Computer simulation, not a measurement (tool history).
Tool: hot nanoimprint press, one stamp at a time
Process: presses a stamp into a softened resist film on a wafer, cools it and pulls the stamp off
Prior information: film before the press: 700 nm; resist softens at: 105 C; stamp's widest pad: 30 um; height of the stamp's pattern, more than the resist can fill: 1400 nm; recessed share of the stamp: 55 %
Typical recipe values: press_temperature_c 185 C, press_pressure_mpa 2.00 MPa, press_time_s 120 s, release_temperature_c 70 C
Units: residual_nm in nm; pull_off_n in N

| run | hour | press_temperature_c | press_pressure_mpa | press_time_s | release_temperature_c | residual_nm | pull_off_n |
|---|---|---|---|---|---|---|---|
| 1 | 0.0 | 185 | 2.00 | 120 | 70 | 370.8 | 244 |
| 2 | 9.2 | 185 | 1.54 | 120 | 70 | 403.6 | 246 |
| 3 | 18.0 | 185 | 2.00 | 120 | 70 | 366.1 | 241 |
| 4 | 26.2 | 185 | 2.00 | 120 | 70 | 368.9 | 251 |
| 5 | 35.1 | 173 | 2.00 | 120 | 70 | 533.4 | 236 |
| 6 | 39.1 | 173 | 2.00 | 120 | 70 | 533.0 | 246 |
| 7 | 44.5 | 185 | 2.00 | 120 | 70 | 367.9 | 242 |
| 8 | 50.8 | 185 | 2.00 | 120 | 70 | 370.8 | 247 |
| 9 | 57.9 | 185 | 2.00 | 120 | 70 | 370.6 | 244 |
| 10 | 66.0 | 190 | 1.84 | 120 | 70 | 319.4 | 248 |
| 11 | 73.0 | 190 | 1.84 | 120 | 70 | 319.9 | 248 |
| 12 | 77.1 | 185 | 2.36 | 145 | 57 | 321.7 | 327 |
| 13 | 85.4 | 185 | 2.36 | 145 | 57 | 321.8 | 336 |
| 14 | 92.3 | 185 | 2.36 | 145 | 57 | 321.9 | 326 |
| 15 | 96.8 | 185 | 1.48 | 206 | 70 | 343.6 | 254 |
| 16 | 105.3 | 177 | 2.45 | 88 | 56 | 486.2 | 343 |
| 17 | 109.8 | 185 | 1.79 | 65 | 70 | 466.2 | 249 |
| 18 | 117.5 | 177 | 2.81 | 65 | 56 | 513.3 | 331 |

Alternative continuations, all from the tool just after run 18; predict every row:
| A | 125.6 | 177 | 2.59 | 65 | 62 | ? | ? |
| B | 125.6 | 184 | 1.68 | 73 | 56 | ? | ? |
| C | 125.6 | 177 | 2.74 | 65 | 76 | ? | ? |
| D | 125.6 | 181 | 2.81 | 65 | 56 | ? | ? |
| E | 125.6 | 185 | 1.74 | 120 | 56 | ? | ? |

| run | residual_nm | pull_off_n |
|---|---|---|
| A | 522.7 | 297 |
| B | 474.9 | 338 |
| C | 512.3 | 209 |
| D | 453.2 | 344 |
| E | 390.0 | 335 |
Without the tool's unlogged condition, the same runs would have read:
| run | residual_nm | pull_off_n |
|---|---|---|
| A | 516.4 | 281 |
| B | 469.6 | 319 |
| C | 505.8 | 197 |
| D | 446.2 | 325 |
| E | 384.5 | 317 |

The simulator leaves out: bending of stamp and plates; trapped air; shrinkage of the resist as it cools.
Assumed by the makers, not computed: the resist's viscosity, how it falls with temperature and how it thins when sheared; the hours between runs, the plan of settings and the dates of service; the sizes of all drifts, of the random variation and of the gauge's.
